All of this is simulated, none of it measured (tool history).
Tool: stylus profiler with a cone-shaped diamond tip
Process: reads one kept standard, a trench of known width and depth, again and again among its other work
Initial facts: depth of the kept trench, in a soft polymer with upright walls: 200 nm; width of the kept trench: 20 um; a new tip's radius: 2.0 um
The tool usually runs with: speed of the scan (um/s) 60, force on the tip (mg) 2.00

run	hour	speed of the scan (um/s)	force on the tip (mg)	depth of the trench (angstrom)	width of the trench's floor (nm)
1	0.0	60	2.00	2015.6	17470
2	17.1	60	2.00	2016.5	17490
3	33.6	60	2.00	2016.1	17470
4	46.6	60	2.00	2018.5	17430
5	65.1	73	2.00	2018.3	17340
6	82.9	73	2.00	2017.2	17320
7	94.5	60	0.80	2011.6	17190
8	110.7	60	2.00	2015.8	17480
9	119.6	60	2.00	2015.4	17430
10	130.5	60	2.00	2016.8	17380
11	145.9	60	2.00	2016.0	17460
12	158.7	60	2.00	2017.7	17430
13	167.9	60	1.68	2018.2	17330
14	179.5	60	2.00	2018.9	17410
15	194.8	60	2.00	2019.0	17380
16	206.5	60	2.00	2018.4	17370
17	217.6	60	2.00	2017.6	17330
18	227.0	60	2.00	2017.6	17400
19	237.6	60	2.00	2017.8	17420
20	246.8	60	2.00	2019.8	17350
21	258.7	95	0.71	2011.5	16640
# hour 260.8: height scale calibrated on a step standard
22	271.2	30	5.58	2031.6	17680
23	289.2	30	5.58	2028.1	17670
24	302.8	30	5.58	2032.2	17650
25	314.5	30	5.58	2031.3	17680
26	330.3	47	0.75	2015.1	17220
27	347.3	47	0.75	2015.2	17240
# hour 357.5: height scale calibrated on a step standard, once more
28	364.8	47	1.61	2008.4	17390
29	381.6	133	0.99	2006.8	16430
30	389.3	91	3.81	2015.7	17300
31	405.4	17	4.29	2020.1	17630
32	422.7	17	4.29	2017.3	17640
33	430.7	169	2.76	2014.9	16670
34	438.8	169	2.76	2013.9	16750
35	456.9	193	2.59	2015.5	16460
36	468.4	140	5.18	2019.5	17090
37	480.2	113	2.20	2012.3	16930
38	494.1	41	0.98	2007.9	17330
39	506.6	30	0.94	2008.6	17460

Here are 3 independent what-if runs from the current tool condition. What would each one return?
A	524.1	97	2.00	?	?
B	524.1	60	1.48	?	?
C	524.1	91	4.75	?	?

run	depth of the trench (angstrom)	width of the trench's floor (nm)
A	2012.3	16980
B	2011.9	17180
C	2020.7	17270
Without the tool's unlogged condition, the same runs would have read:
run	depth of the trench (angstrom)	width of the trench's floor (nm)
A	2011.2	17530
B	2010.8	17730
C	2019.5	17820
